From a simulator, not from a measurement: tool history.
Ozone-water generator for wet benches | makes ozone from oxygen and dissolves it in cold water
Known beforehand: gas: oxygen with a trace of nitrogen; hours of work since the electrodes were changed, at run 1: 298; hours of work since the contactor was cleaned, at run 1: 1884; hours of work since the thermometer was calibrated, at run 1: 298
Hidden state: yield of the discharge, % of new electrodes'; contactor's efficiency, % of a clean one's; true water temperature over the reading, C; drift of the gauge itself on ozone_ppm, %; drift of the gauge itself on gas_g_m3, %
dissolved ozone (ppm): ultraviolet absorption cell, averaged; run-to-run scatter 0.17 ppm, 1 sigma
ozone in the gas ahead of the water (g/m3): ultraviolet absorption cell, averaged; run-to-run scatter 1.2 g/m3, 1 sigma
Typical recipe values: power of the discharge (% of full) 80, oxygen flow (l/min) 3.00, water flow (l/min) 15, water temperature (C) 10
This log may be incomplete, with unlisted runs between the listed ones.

| run | day | power of the discharge (% of full) | oxygen flow (l/min) | water flow (l/min) | water temperature (C) | hours of work since the electrodes were changed | hours of work since the contactor was cleaned | hours of work since the thermometer was calibrated | dissolved ozone (ppm) | ozone in the gas ahead of the water (g/m3) |
|---|---|---|---|---|---|---|---|---|---|---|
| 1 | 0.000 | 80 | 3.00 | 15 | 10 | 298 | 1884 | 298 | 23.0 | 227.1 |
| 2 | 2.196 | 80 | 3.00 | 15 | 10 | 343 | 1929 | 343 | 23.1 | 224.3 |
| 3 | 4.896 | 80 | 3.27 | 15 | 10 | 398 | 1984 | 398 | 23.3 | 212.4 |
| 4 | 7.238 | 94 | 3.00 | 15 | 10 | 446 | 2032 | 446 | 25.9 | 254.8 |
| 5 | 9.888 | 57 | 3.00 | 15 | 10 | 500 | 2086 | 500 | 17.9 | 172.8 |
| 6 | 13.442 | 57 | 3.24 | 15 | 10 | 572 | 2159 | 572 | 17.9 | 167.0 |
| 7 | 15.746 | 57 | 3.24 | 15 | 10 | 619 | 2206 | 619 | 18.0 | 165.4 |
| 8 | 17.712 | 57 | 1.52 | 15 | 10 | 660 | 2246 | 660 | 16.6 | 269.7 |
| 9 | 19.779 | 73 | 1.52 | 16 | 10 | 702 | 2288 | 702 | 18.9 | 325.4 |
| 10 | 22.571 | 80 | 1.55 | 10 | 10 | 759 | 2345 | 759 | 32.3 | 343.5 |
| 11 | 26.017 | 65 | 4.54 | 15 | 8 | 829 | 2415 | 829 | 20.5 | 144.7 |
| 12 | 27.883 | 65 | 4.54 | 15 | 6 | 867 | 2454 | 867 | 20.6 | 145.0 |
| 13 | 31.371 | 65 | 4.54 | 19 | 7 | 938 | 2525 | 938 | 16.7 | 144.3 |
|  | 32.662 | contactor cleaned |
| 14 | 34.596 | 60 | 4.54 | 19 | 17 | 1001 | 39 | 1001 | 14.0 | 136.8 |

3 ways to go on from here, each from the tool as it stands after run 14. What would each give?
| A | 36.250 | 44 | 3.00 | 15 | 10 | 1035 | 73 | 1035 | ? | ? |
| B | 36.250 | 60 | 2.17 | 12 | 11 | 1035 | 73 | 1035 | ? | ? |
| C | 36.250 | 88 | 3.00 | 15 | 10 | 1035 | 73 | 1035 | ? | ? |

| run | dissolved ozone (ppm) | ozone in the gas ahead of the water (g/m3) |
|---|---|---|
| A | 14.8 | 141.3 |
| B | 22.2 | 221.1 |
| C | 25.0 | 238.8 |
With the hidden condition removed and each run's random variation left untouched, the same runs would have given:
| run | dissolved ozone (ppm) | ozone in the gas ahead of the water (g/m3) |
|---|---|---|
| A | 14.8 | 142.8 |
| B | 22.2 | 223.5 |
| C | 25.0 | 241.5 |
